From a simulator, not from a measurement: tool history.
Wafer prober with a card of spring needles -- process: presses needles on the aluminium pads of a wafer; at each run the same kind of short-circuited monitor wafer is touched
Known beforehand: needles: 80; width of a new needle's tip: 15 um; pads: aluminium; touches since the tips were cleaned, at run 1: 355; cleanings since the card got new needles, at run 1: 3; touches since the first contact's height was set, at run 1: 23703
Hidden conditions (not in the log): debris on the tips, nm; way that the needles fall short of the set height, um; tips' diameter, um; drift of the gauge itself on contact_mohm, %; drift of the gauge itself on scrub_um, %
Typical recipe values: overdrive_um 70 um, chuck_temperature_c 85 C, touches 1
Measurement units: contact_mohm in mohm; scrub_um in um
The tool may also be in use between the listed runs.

run,hour,overdrive_um,chuck_temperature_c,touches,touches since the tips were cleaned,cleanings since the card got new needles,touches since the first contact's height was set,contact_mohm,scrub_um
1,0,70,85,1,355,3,23703,147,17.04
2,4.7,70,100,1,1385,3,24733,172,17.03
3,10.4,70,85,1,2628,3,25976,192,17
4,14.2,70,85,1,3469,3,26817,201,17
5,18.8,70,85,2,4464,3,27812,173,17.02
6,27.8,70,85,2,6428,3,29776,181,17.03
# hour 30.4: tips cleaned on abrasive film
7,36.7,70,85,2,1383,4,31707,150,17
8,45.9,70,85,2,3396,4,33720,171,17.04
9,54.8,70,85,1,5347,4,35671,213,16.98
10,61.7,70,85,3,6854,4,37178,157,17
# hour 62.7: tips cleaned on abrasive film
11,68.7,70,85,2,1311,5,38678,154,17
12,75.8,70,85,2,2878,5,40245,166,16.96
13,83.7,73,105,1,4601,5,41968,203,17.71
14,91.7,70,42,1,6350,5,43717,211,16.98
# hour 94.3: tips cleaned on abrasive film
15,96.8,85,85,1,527,6,44804,145,20.6
16,102.4,70,108,3,1765,6,46042,148,16.94

Estimate the outcome of run 17 from the log above:
17,107.7,51,52,2,2914,6,47191,?,?

contact_mohm: 199 mohm
scrub_um: 12.31 um
If the tool had no hidden condition, the same run with the same run-to-run variation would have returned contact_mohm 126 mohm, scrub_um 12.44 um.

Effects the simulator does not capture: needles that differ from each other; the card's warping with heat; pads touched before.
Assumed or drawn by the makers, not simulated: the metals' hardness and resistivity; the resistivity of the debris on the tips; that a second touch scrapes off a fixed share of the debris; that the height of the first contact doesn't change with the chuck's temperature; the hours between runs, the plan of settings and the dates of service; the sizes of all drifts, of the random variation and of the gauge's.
